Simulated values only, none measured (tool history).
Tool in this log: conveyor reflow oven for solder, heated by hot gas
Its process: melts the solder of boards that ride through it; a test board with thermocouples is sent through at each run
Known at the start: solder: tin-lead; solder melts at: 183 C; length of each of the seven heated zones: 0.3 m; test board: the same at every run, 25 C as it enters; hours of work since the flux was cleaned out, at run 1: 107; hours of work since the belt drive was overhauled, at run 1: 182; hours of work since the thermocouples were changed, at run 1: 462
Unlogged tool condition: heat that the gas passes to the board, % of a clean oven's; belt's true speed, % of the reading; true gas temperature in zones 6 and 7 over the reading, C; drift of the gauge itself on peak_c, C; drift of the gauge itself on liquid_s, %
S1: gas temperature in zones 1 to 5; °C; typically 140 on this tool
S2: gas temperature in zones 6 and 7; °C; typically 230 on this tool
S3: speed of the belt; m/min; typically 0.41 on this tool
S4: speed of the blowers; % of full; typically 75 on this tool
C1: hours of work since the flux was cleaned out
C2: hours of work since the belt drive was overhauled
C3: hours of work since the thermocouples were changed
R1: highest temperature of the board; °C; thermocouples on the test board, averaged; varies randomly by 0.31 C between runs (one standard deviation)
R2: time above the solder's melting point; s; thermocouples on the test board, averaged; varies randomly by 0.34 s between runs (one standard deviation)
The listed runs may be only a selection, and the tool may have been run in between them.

| run | day | S1 | S2 | S3 | S4 | C1 | C2 | C3 | R1 | R2 |
|---|---|---|---|---|---|---|---|---|---|---|
| 1 | 0 | 140 | 230 | 0.41 | 75 | 107 | 182 | 462 | 212.8 | 62.9 |
| 2 | 0.292 | 140 | 230 | 0.398 | 75 | 110 | 186 | 466 | 214.1 | 65.8 |
| 3 | 0.575 | 140 | 230 | 0.435 | 75 | 114 | 190 | 470 | 211.2 | 56.1 |
| 4 | 1 | 140 | 230 | 0.435 | 75 | 119 | 195 | 475 | 211.1 | 56.1 |
| 5 | 1.496 | 140 | 230 | 0.435 | 75 | 126 | 201 | 481 | 211.2 | 56.4 |
| 6 | 1.833 | 140 | 230 | 0.41 | 75 | 130 | 205 | 485 | 213 | 62.4 |
| 7 | 2.083 | 140 | 230 | 0.41 | 75 | 133 | 209 | 488 | 212.5 | 61.6 |
| 8 | 2.65 | 140 | 230 | 0.41 | 75 | 140 | 216 | 496 | 212.8 | 62 |
| 9 | 3.038 | 140 | 230 | 0.41 | 75 | 145 | 221 | 500 | 212.3 | 61.5 |
| 10 | 3.588 | 150 | 230 | 0.41 | 75 | 152 | 227 | 507 | 214.5 | 68.6 |
| 11 | 4.196 | 154 | 230 | 0.41 | 80 | 159 | 235 | 515 | 216.2 | 72.3 |
|  | 4.417 | belt drive overhauled, speed set with a stopwatch |
| 12 | 4.792 | 150 | 229 | 0.41 | 63 | 165 | 5 | 520 | 210 | 63.2 |
| 13 | 5.2 | 131 | 230 | 0.41 | 75 | 170 | 10 | 525 | 210.3 | 55.8 |
| 14 | 5.725 | 149 | 230 | 0.352 | 50 | 176 | 16 | 532 | 210.9 | 73.6 |
| 15 | 6.012 | 140 | 230 | 0.429 | 70 | 180 | 20 | 536 | 209 | 54.5 |
| 16 | 6.346 | 140 | 230 | 0.429 | 70 | 184 | 24 | 540 | 209.8 | 55.1 |
| 17 | 6.671 | 140 | 230 | 0.429 | 70 | 188 | 28 | 544 | 208.7 | 55.1 |

What if the next run were any one of these 3? Each begins from the tool's condition after run 17:
| A | 7.083 | 126 | 243 | 0.34 | 75 | 194 | 33 | 549 | ? | ? |
| B | 7.083 | 140 | 230 | 0.429 | 64 | 194 | 33 | 549 | ? | ? |
| C | 7.083 | 140 | 230 | 0.429 | 55 | 194 | 33 | 549 | ? | ? |

| run | R1 | R2 |
|---|---|---|
| A | 227.3 | 83.8 |
| B | 207.4 | 51.7 |
| C | 203.9 | 45.8 |
The same runs, with their run-to-run variation unchanged, on a tool lacking any hidden condition would have given:
| run | R1 | R2 |
|---|---|---|
| A | 230.2 | 86.2 |
| B | 210.2 | 55.4 |
| C | 206.5 | 49.6 |
